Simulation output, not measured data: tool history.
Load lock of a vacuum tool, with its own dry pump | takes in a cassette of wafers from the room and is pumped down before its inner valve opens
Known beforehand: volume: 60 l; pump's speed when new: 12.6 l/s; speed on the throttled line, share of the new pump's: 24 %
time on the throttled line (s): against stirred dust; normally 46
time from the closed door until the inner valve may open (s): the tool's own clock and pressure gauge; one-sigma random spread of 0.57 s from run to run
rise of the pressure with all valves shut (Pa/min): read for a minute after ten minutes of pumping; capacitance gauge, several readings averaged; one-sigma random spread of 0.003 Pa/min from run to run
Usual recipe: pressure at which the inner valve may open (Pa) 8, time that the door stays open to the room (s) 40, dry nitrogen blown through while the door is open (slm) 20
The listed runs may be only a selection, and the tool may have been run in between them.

run,hour,time on the throttled line (s),pressure at which the inner valve may open (Pa),time that the door stays open to the room (s),dry nitrogen blown through while the door is open (slm),"incoming humidity of the room's air, %",time from the closed door until the inner valve may open (s),rise of the pressure with all valves shut (Pa/min)
1,0.0,46,8,40,20,46.8,83.3,0.278
2,152.0,46,8,40,20,44.5,83.6,0.289
3,291.7,46,8,40,20,41.6,83.7,0.294
4,370.3,46,8,40,6,45.3,83.6,0.321
5,436.8,46,8,40,6,46.2,83.8,0.327
6,556.8,46,8,40,6,46.3,83.7,0.323
7,662.9,46,8,42,20,45.4,83.9,0.322
8,740.8,46,8,42,20,46.1,84.4,0.337
9,889.2,46,7,40,20,46.7,84.4,0.326
10,1005.5,46,7,40,20,45.8,85.0,0.333
11,1078.1,46,7,40,20,43.3,85.3,0.345
12,1198.7,46,7,40,20,38.0,84.0,0.342
13,1279.1,46,8,40,20,45.5,84.6,0.354
14,1363.1,46,8,40,20,41.2,84.6,0.362
15,1462.3,46,8,40,20,47.5,84.6,0.365
16,1593.6,46,8,40,20,42.9,85.1,0.370
17,1747.0,46,8,40,20,44.9,85.5,0.386
18,1841.2,46,8,40,20,44.5,84.3,0.380
19,1934.0,46,8,40,20,43.1,84.2,0.391
# hour 2002.2: door's seal changed, seat wiped
20,2030.9,31,10,130,20,45.2,72.5,0.068
21,2172.0,31,10,130,20,46.2,74.1,0.074
22,2259.9,33,8,40,9,42.4,75.8,0.044
23,2378.8,33,8,40,9,44.5,75.4,0.044
24,2472.2,46,14,134,16,45.5,82.7,0.082
25,2545.2,46,12,40,20,44.8,83.9,0.035
26,2691.9,46,8,40,5,43.5,86.4,0.049
27,2788.4,38,8,53,17,43.3,80.6,0.051
28,2892.2,24,8,176,20,48.6,69.4,0.103
29,2971.2,38,7,176,11,44.1,80.9,0.110
30,3127.6,38,7,176,11,42.9,81.2,0.119
31,3197.1,49,7,217,11,46.9,89.5,0.139
32,3328.7,25,14,40,20,45.0,67.3,0.046
33,3408.4,25,14,40,20,41.8,67.8,0.043
34,3568.9,72,14,40,4,48.4,104.0,0.067
35,3729.7,46,8,40,12,45.2,86.0,0.058
36,3846.0,46,9,40,4,44.2,86.7,0.070

Below, each run's measurement less what the same run would have read without the hidden state. Both values contain the same run-to-run variation, but the gauge's scatter may not be the same in both:
The hidden state here: pump's speed, % of a new pump's; leak at the door's seal, Pa l/s; drift of the gauge itself on ready_s, %; drift of the gauge itself on rise_pa_min, %.
run,time from the closed door until the inner valve may open (s),rise of the pressure with all valves shut (Pa/min)
1,+3.0,+0.254
2,+3.1,+0.259
3,+3.2,+0.267
4,+3.2,+0.277
5,+3.3,+0.279
6,+3.4,+0.284
7,+3.5,+0.292
8,+3.5,+0.299
9,+3.7,+0.297
10,+3.9,+0.302
11,+4.0,+0.310
12,+4.0,+0.314
13,+4.0,+0.324
14,+4.1,+0.331
15,+4.2,+0.333
16,+4.3,+0.343
17,+4.4,+0.352
18,+4.6,+0.353
19,+4.6,+0.364
20,+5.0,-0.001
21,+5.2,+0.002
22,+5.4,+0.003
23,+5.5,+0.004
24,+4.7,+0.005
25,+4.9,+0.006
26,+5.4,+0.008
27,+5.8,+0.010
28,+6.3,+0.011
29,+6.0,+0.012
30,+6.2,+0.014
31,+5.9,+0.015
32,+6.3,+0.018
33,+6.4,+0.019
34,+4.6,+0.022
35,+6.4,+0.026
36,+6.4,+0.029
